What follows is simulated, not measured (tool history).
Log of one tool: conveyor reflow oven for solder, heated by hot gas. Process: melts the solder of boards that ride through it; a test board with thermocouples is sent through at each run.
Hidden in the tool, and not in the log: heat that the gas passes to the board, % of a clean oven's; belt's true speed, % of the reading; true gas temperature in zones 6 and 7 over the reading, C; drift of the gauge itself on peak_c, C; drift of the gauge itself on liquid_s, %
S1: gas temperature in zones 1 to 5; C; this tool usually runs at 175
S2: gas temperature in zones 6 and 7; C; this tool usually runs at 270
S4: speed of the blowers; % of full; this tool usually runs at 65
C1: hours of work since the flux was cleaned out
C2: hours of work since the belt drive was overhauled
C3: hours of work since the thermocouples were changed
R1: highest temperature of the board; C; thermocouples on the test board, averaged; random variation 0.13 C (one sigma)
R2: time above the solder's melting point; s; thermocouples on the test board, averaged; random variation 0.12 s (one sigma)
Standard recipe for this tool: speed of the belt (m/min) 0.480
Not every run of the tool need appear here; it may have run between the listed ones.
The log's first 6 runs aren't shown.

{"run": 7, "hour": 316.7, "S1": 175, "S2": 270, "speed of the belt (m/min)": 0.48, "S4": 65, "C1": 281, "C2": 1388, "C3": 485, "R1": 254.4, "R2": 78.8}
{"run": 8, "hour": 351.6, "S1": 175, "S2": 277, "speed of the belt (m/min)": 0.48, "S4": 65, "C1": 299, "C2": 1406, "C3": 503, "R1": 260.7, "R2": 83.7}
{"run": 9, "hour": 394.4, "S1": 175, "S2": 270, "speed of the belt (m/min)": 0.48, "S4": 65, "C1": 321, "C2": 1428, "C3": 526, "R1": 254.0, "R2": 78.5}
{"run": 10, "hour": 432.3, "S1": 175, "S2": 259, "speed of the belt (m/min)": 0.48, "S4": 65, "C1": 341, "C2": 1448, "C3": 545, "R1": 244.5, "R2": 68.7}
{"run": 11, "hour": 478.2, "S1": 175, "S2": 259, "speed of the belt (m/min)": 0.48, "S4": 65, "C1": 365, "C2": 1472, "C3": 569, "R1": 244.3, "R2": 68.3}
{"hour": 520.9, "done": "flux residue cleaned out of gas plates and filters"}
{"run": 12, "hour": 553.9, "S1": 175, "S2": 259, "speed of the belt (m/min)": 0.48, "S4": 65, "C1": 17, "C2": 1509, "C3": 606, "R1": 246.0, "R2": 71.0}
{"hour": 589.0, "done": "thermocouples of zones 6 and 7 changed"}
{"run": 13, "hour": 611.4, "S1": 175, "S2": 270, "speed of the belt (m/min)": 0.48, "S4": 72, "C1": 46, "C2": 1537, "C3": 12, "R1": 257.4, "R2": 82.1}
{"run": 14, "hour": 667.1, "S1": 175, "S2": 270, "speed of the belt (m/min)": 0.48, "S4": 72, "C1": 75, "C2": 1566, "C3": 41, "R1": 257.3, "R2": 82.0}
{"run": 15, "hour": 727.8, "S1": 175, "S2": 270, "speed of the belt (m/min)": 0.48, "S4": 72, "C1": 107, "C2": 1598, "C3": 72, "R1": 257.2, "R2": 81.8}
{"run": 16, "hour": 780.1, "S1": 182, "S2": 271, "speed of the belt (m/min)": 0.48, "S4": 72, "C1": 134, "C2": 1625, "C3": 99, "R1": 258.8, "R2": 86.5}
{"run": 17, "hour": 850.4, "S1": 168, "S2": 271, "speed of the belt (m/min)": 0.427, "S4": 72, "C1": 170, "C2": 1662, "C3": 136, "R1": 260.0, "R2": 92.3}
{"run": 18, "hour": 908.6, "S1": 167, "S2": 283, "speed of the belt (m/min)": 0.424, "S4": 68, "C1": 201, "C2": 1692, "C3": 166, "R1": 269.9, "R2": 99.3}
{"hour": 941.0, "done": "belt drive overhauled, speed set with a stopwatch"}
{"run": 19, "hour": 948.7, "S1": 171, "S2": 259, "speed of the belt (m/min)": 0.446, "S4": 66, "C1": 219, "C2": 4, "C3": 185, "R1": 246.6, "R2": 76.7}
{"run": 20, "hour": 1005.4, "S1": 171, "S2": 259, "speed of the belt (m/min)": 0.446, "S4": 66, "C1": 249, "C2": 33, "C3": 214, "R1": 246.4, "R2": 76.7}
{"run": 21, "hour": 1065.1, "S1": 171, "S2": 259, "speed of the belt (m/min)": 0.446, "S4": 66, "C1": 280, "C2": 64, "C3": 246, "R1": 246.4, "R2": 76.3}
{"run": 22, "hour": 1112.1, "S1": 176, "S2": 283, "speed of the belt (m/min)": 0.426, "S4": 83, "C1": 304, "C2": 89, "C3": 270, "R1": 273.5, "R2": 105.7}
{"run": 23, "hour": 1148.3, "S1": 179, "S2": 279, "speed of the belt (m/min)": 0.479, "S4": 57, "C1": 323, "C2": 108, "C3": 289, "R1": 261.1, "R2": 86.0}
{"hour": 1179.6, "done": "belt drive overhauled, speed set with a stopwatch, once more"}
{"run": 24, "hour": 1223.5, "S1": 187, "S2": 279, "speed of the belt (m/min)": 0.386, "S4": 57, "C1": 360, "C2": 23, "C3": 326, "R1": 267.8, "R2": 116.3}
{"hour": 1276.9, "done": "flux residue cleaned out of gas plates and filters"}
{"run": 25, "hour": 1296.5, "S1": 182, "S2": 270, "speed of the belt (m/min)": 0.48, "S4": 74, "C1": 10, "C2": 58, "C3": 361, "R1": 258.3, "R2": 85.3}
{"run": 26, "hour": 1340.4, "S1": 175, "S2": 270, "speed of the belt (m/min)": 0.48, "S4": 89, "C1": 33, "C2": 81, "C3": 384, "R1": 260.2, "R2": 84.1}
{"run": 27, "hour": 1383.1, "S1": 175, "S2": 261, "speed of the belt (m/min)": 0.48, "S4": 70, "C1": 55, "C2": 103, "C3": 406, "R1": 248.3, "R2": 72.9}
{"run": 28, "hour": 1453.3, "S1": 169, "S2": 282, "speed of the belt (m/min)": 0.52, "S4": 70, "C1": 92, "C2": 140, "C3": 443, "R1": 263.5, "R2": 75.6}
{"run": 29, "hour": 1486.7, "S1": 175, "S2": 270, "speed of the belt (m/min)": 0.471, "S4": 84, "C1": 109, "C2": 157, "C3": 460, "R1": 259.2, "R2": 84.9}
{"run": 30, "hour": 1519.8, "S1": 163, "S2": 270, "speed of the belt (m/min)": 0.48, "S4": 65, "C1": 126, "C2": 174, "C3": 477, "R1": 252.6, "R2": 71.3}

What if the next run were any one of these 4? Each begins from the tool's condition after run 30:
{"run": "A", "hour": 1558.0, "S1": 163, "S2": 270, "speed of the belt (m/min)": 0.55, "S4": 65, "C1": 146, "C2": 194, "C3": 497, "R1": "?", "R2": "?"}
{"run": "B", "hour": 1558.0, "S1": 163, "S2": 270, "speed of the belt (m/min)": 0.388, "S4": 65, "C1": 146, "C2": 194, "C3": 497, "R1": "?", "R2": "?"}
{"run": "C", "hour": 1558.0, "S1": 173, "S2": 270, "speed of the belt (m/min)": 0.55, "S4": 86, "C1": 146, "C2": 194, "C3": 497, "R1": "?", "R2": "?"}
{"run": "D", "hour": 1558.0, "S1": 170, "S2": 263, "speed of the belt (m/min)": 0.48, "S4": 54, "C1": 146, "C2": 194, "C3": 497, "R1": "?", "R2": "?"}

run=A R1=247.5 R2=55.9
run=B R1=259.0 R2=97.3
run=C R1=255.2 R2=68.1
run=D R1=244.1 R2=63.7
The same runs, with their run-to-run variation unchanged, on a tool lacking any hidden condition would have given:
run=A R1=249.4 R2=57.7
run=B R1=260.6 R2=98.6
run=C R1=257.1 R2=69.4
run=D R1=245.6 R2=65.6
